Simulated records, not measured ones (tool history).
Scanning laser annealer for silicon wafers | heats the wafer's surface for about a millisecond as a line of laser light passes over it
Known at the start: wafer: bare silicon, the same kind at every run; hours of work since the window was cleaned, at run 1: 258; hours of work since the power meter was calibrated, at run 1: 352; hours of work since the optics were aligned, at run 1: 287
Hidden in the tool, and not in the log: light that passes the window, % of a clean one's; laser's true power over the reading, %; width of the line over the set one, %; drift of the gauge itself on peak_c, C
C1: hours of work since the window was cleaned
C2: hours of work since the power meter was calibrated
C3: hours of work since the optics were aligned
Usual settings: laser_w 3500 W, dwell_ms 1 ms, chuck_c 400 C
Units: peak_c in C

run 1 hour=0 | laser_w=3500 dwell_ms=1 chuck_c=400 | C1=258 C2=352 C3=287 | peak_c=1153
run 2 hour=11.9 | laser_w=3500 dwell_ms=1 chuck_c=400 | C1=267 C2=362 C3=296 | peak_c=1149
run 3 hour=20.9 | laser_w=3500 dwell_ms=1 chuck_c=400 | C1=274 C2=369 C3=303 | peak_c=1146
run 4 hour=31.8 | laser_w=3122 dwell_ms=1 chuck_c=400 | C1=282 C2=377 C3=311 | peak_c=1072
run 5 hour=43.2 | laser_w=3122 dwell_ms=1 chuck_c=400 | C1=291 C2=386 C3=320 | peak_c=1066
run 6 hour=54.4 | laser_w=3122 dwell_ms=1 chuck_c=400 | C1=300 C2=395 C3=329 | peak_c=1067
run 7 hour=60 | laser_w=3122 dwell_ms=1 chuck_c=400 | C1=304 C2=399 C3=333 | peak_c=1064
run 8 hour=65 | laser_w=3122 dwell_ms=1 chuck_c=400 | C1=308 C2=403 C3=337 | peak_c=1066
run 9 hour=74.2 | laser_w=3500 dwell_ms=0.87 chuck_c=400 | C1=315 C2=410 C3=344 | peak_c=1087
run 10 hour=79.3 | laser_w=3500 dwell_ms=1 chuck_c=400 | C1=319 C2=414 C3=348 | peak_c=1141
run 11 hour=90 | laser_w=3500 dwell_ms=1 chuck_c=400 | C1=327 C2=422 C3=356 | peak_c=1143
run 12 hour=95.9 | laser_w=3500 dwell_ms=1.12 chuck_c=400 | C1=332 C2=427 C3=361 | peak_c=1187
run 13 hour=101.4 | laser_w=3500 dwell_ms=1.12 chuck_c=400 | C1=336 C2=431 C3=365 | peak_c=1190
run 14 hour=113.3 | laser_w=3500 dwell_ms=1.12 chuck_c=435 | C1=345 C2=440 C3=374 | peak_c=1223
run 15 hour=125.7 | laser_w=3500 dwell_ms=1.12 chuck_c=435 | C1=355 C2=450 C3=384 | peak_c=1222
-- hour=130.5 window over the wafer cleaned
run 16 hour=136.1 | laser_w=3500 dwell_ms=1.12 chuck_c=435 | C1=4 C2=456 C3=390 | peak_c=1254
run 17 hour=142.5 | laser_w=3500 dwell_ms=1.12 chuck_c=435 | C1=9 C2=461 C3=395 | peak_c=1250
run 18 hour=148.6 | laser_w=3500 dwell_ms=1 chuck_c=400 | C1=14 C2=466 C3=400 | peak_c=1168
run 19 hour=157.3 | laser_w=3500 dwell_ms=1 chuck_c=400 | C1=21 C2=472 C3=407 | peak_c=1165
run 20 hour=164.8 | laser_w=3500 dwell_ms=1 chuck_c=400 | C1=26 C2=478 C3=413 | peak_c=1166
run 21 hour=177 | laser_w=3500 dwell_ms=1 chuck_c=400 | C1=36 C2=488 C3=422 | peak_c=1163
run 22 hour=185.9 | laser_w=3500 dwell_ms=1 chuck_c=363 | C1=43 C2=495 C3=429 | peak_c=1124
run 23 hour=197.2 | laser_w=3500 dwell_ms=0.95 chuck_c=400 | C1=52 C2=503 C3=438 | peak_c=1143
run 24 hour=203.8 | laser_w=3109 dwell_ms=0.97 chuck_c=385 | C1=57 C2=508 C3=443 | peak_c=1055
run 25 hour=212.5 | laser_w=3247 dwell_ms=1.13 chuck_c=413 | C1=63 C2=515 C3=449 | peak_c=1172
run 26 hour=219.8 | laser_w=2989 dwell_ms=1 chuck_c=440 | C1=69 C2=521 C3=455 | peak_c=1093
run 27 hour=226.5 | laser_w=3815 dwell_ms=0.7 chuck_c=386 | C1=74 C2=526 C3=460 | peak_c=1062
run 28 hour=234.7 | laser_w=3566 dwell_ms=0.97 chuck_c=395 | C1=81 C2=532 C3=467 | peak_c=1155
run 29 hour=242.6 | laser_w=3345 dwell_ms=1.06 chuck_c=361 | C1=87 C2=538 C3=473 | peak_c=1115
run 30 hour=250.7 | laser_w=3744 dwell_ms=1.02 chuck_c=435 | C1=93 C2=545 C3=479 | peak_c=1255
run 31 hour=256.8 | laser_w=3500 dwell_ms=0.97 chuck_c=439 | C1=98 C2=549 C3=484 | peak_c=1188
run 32 hour=266 | laser_w=3500 dwell_ms=1 chuck_c=395 | C1=105 C2=557 C3=491 | peak_c=1156
run 33 hour=272 | laser_w=3500 dwell_ms=1 chuck_c=395 | C1=109 C2=561 C3=495 | peak_c=1155
run 34 hour=283.8 | laser_w=3500 dwell_ms=1 chuck_c=395 | C1=118 C2=570 C3=505 | peak_c=1155
run 35 hour=295.5 | laser_w=3057 dwell_ms=1.14 chuck_c=411 | C1=127 C2=579 C3=514 | peak_c=1125
run 36 hour=305.3 | laser_w=3702 dwell_ms=0.73 chuck_c=411 | C1=135 C2=587 C3=521 | peak_c=1080
run 37 hour=314.9 | laser_w=3500 dwell_ms=0.71 chuck_c=391 | C1=142 C2=594 C3=529 | peak_c=1013
run 38 hour=323.3 | laser_w=3500 dwell_ms=0.91 chuck_c=365 | C1=149 C2=601 C3=535 | peak_c=1083
run 39 hour=328.3 | laser_w=2977 dwell_ms=0.94 chuck_c=415 | C1=153 C2=605 C3=539 | peak_c=1038
run 40 hour=335.5 | laser_w=2977 dwell_ms=0.94 chuck_c=415 | C1=158 C2=610 C3=545 | peak_c=1036

5 ways to go on from here, each from the tool as it stands after run 40. What would each give?
run A hour=345.2 | laser_w=3500 dwell_ms=1 chuck_c=386 | C1=166 C2=618 C3=552 | peak_c=?
run B hour=345.2 | laser_w=2977 dwell_ms=0.75 chuck_c=415 | C1=166 C2=618 C3=552 | peak_c=?
run C hour=345.2 | laser_w=3500 dwell_ms=1 chuck_c=419 | C1=166 C2=618 C3=552 | peak_c=?
run D hour=345.2 | laser_w=3630 dwell_ms=1.07 chuck_c=403 | C1=166 C2=618 C3=552 | peak_c=?
run E hour=345.2 | laser_w=3508 dwell_ms=1 chuck_c=400 | C1=166 C2=618 C3=552 | peak_c=?

run=A peak_c=1141
run=B peak_c=966
run=C peak_c=1172
run=D peak_c=1213
run=E peak_c=1155
Without the tool's hidden state the same runs would have given:
run=A peak_c=1160
run=B peak_c=980
run=C peak_c=1191
run=D peak_c=1234
run=E peak_c=1174
